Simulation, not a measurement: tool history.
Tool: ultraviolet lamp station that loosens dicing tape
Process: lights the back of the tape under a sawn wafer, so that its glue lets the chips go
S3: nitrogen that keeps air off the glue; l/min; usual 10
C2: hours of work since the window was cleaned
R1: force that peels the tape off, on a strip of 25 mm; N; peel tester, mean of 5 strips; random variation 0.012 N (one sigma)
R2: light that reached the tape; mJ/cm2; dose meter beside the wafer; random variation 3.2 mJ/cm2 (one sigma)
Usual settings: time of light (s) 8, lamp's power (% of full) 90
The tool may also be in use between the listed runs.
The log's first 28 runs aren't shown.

run 29 day=37.896 | time_of_light_(s)=14 lamp's_power_(%_of_full)=87 S3=10 | hours_of_work_of_the_lamp=1348 C2=379 | R1=0.622 R2=481
run 30 day=39.375 | time_of_light_(s)=12 lamp's_power_(%_of_full)=85 S3=10 | hours_of_work_of_the_lamp=1370 C2=401 | R1=0.786 R2=393
run 31 day=41.312 | time_of_light_(s)=12 lamp's_power_(%_of_full)=85 S3=10 | hours_of_work_of_the_lamp=1399 C2=430 | R1=0.903 R2=380
-- day=41.571 lamp changed
run 32 day=42.796 | time_of_light_(s)=16 lamp's_power_(%_of_full)=88 S3=8 | hours_of_work_of_the_lamp=18 C2=452 | R1=0.31 R2=816
run 33 day=44.362 | time_of_light_(s)=7 lamp's_power_(%_of_full)=76 S3=17 | hours_of_work_of_the_lamp=42 C2=475 | R1=0.958 R2=305
run 34 day=45.475 | time_of_light_(s)=12 lamp's_power_(%_of_full)=90 S3=20 | hours_of_work_of_the_lamp=59 C2=492 | R1=0.315 R2=612
run 35 day=47.267 | time_of_light_(s)=15 lamp's_power_(%_of_full)=69 S3=4 | hours_of_work_of_the_lamp=86 C2=519 | R1=0.757 R2=581
run 36 day=48.829 | time_of_light_(s)=7 lamp's_power_(%_of_full)=79 S3=4 | hours_of_work_of_the_lamp=109 C2=543 | R1=1.947 R2=303
-- day=50.288 window cleaned of glue's vapour
run 37 day=50.471 | time_of_light_(s)=13 lamp's_power_(%_of_full)=80 S3=7 | hours_of_work_of_the_lamp=133 C2=3 | R1=0.396 R2=687
run 38 day=51.562 | time_of_light_(s)=5 lamp's_power_(%_of_full)=80 S3=16 | hours_of_work_of_the_lamp=150 C2=19 | R1=1.277 R2=260
run 39 day=52.383 | time_of_light_(s)=10 lamp's_power_(%_of_full)=100 S3=16 | hours_of_work_of_the_lamp=162 C2=31 | R1=0.319 R2=645
run 40 day=54.317 | time_of_light_(s)=4 lamp's_power_(%_of_full)=84 S3=15 | hours_of_work_of_the_lamp=191 C2=60 | R1=1.715 R2=214
run 41 day=56.225 | time_of_light_(s)=11 lamp's_power_(%_of_full)=90 S3=10 | hours_of_work_of_the_lamp=220 C2=89 | R1=0.395 R2=622
run 42 day=58.096 | time_of_light_(s)=11 lamp's_power_(%_of_full)=90 S3=10 | hours_of_work_of_the_lamp=248 C2=117 | R1=0.394 R2=612

Forecast each of these 5 alternatives for the next run:
run A day=59.083 | time_of_light_(s)=5 lamp's_power_(%_of_full)=89 S3=7 | hours_of_work_of_the_lamp=263 C2=132 | R1=? R2=?
run B day=59.083 | time_of_light_(s)=8 lamp's_power_(%_of_full)=90 S3=11 | hours_of_work_of_the_lamp=263 C2=132 | R1=? R2=?
run C day=59.083 | time_of_light_(s)=13 lamp's_power_(%_of_full)=69 S3=9 | hours_of_work_of_the_lamp=263 C2=132 | R1=? R2=?
run D day=59.083 | time_of_light_(s)=11 lamp's_power_(%_of_full)=65 S3=10 | hours_of_work_of_the_lamp=263 C2=132 | R1=? R2=?
run E day=59.083 | time_of_light_(s)=12 lamp's_power_(%_of_full)=90 S3=10 | hours_of_work_of_the_lamp=263 C2=132 | R1=? R2=?

run=A R1=1.681 R2=275
run=B R1=0.642 R2=444
run=C R1=0.532 R2=548
run=D R1=0.709 R2=441
run=E R1=0.361 R2=664
Without the tool's hidden state the same runs would have given:
run=A R1=1.426 R2=312
run=B R1=0.518 R2=504
run=C R1=0.435 R2=622
run=D R1=0.571 R2=500
run=E R1=0.31 R2=754
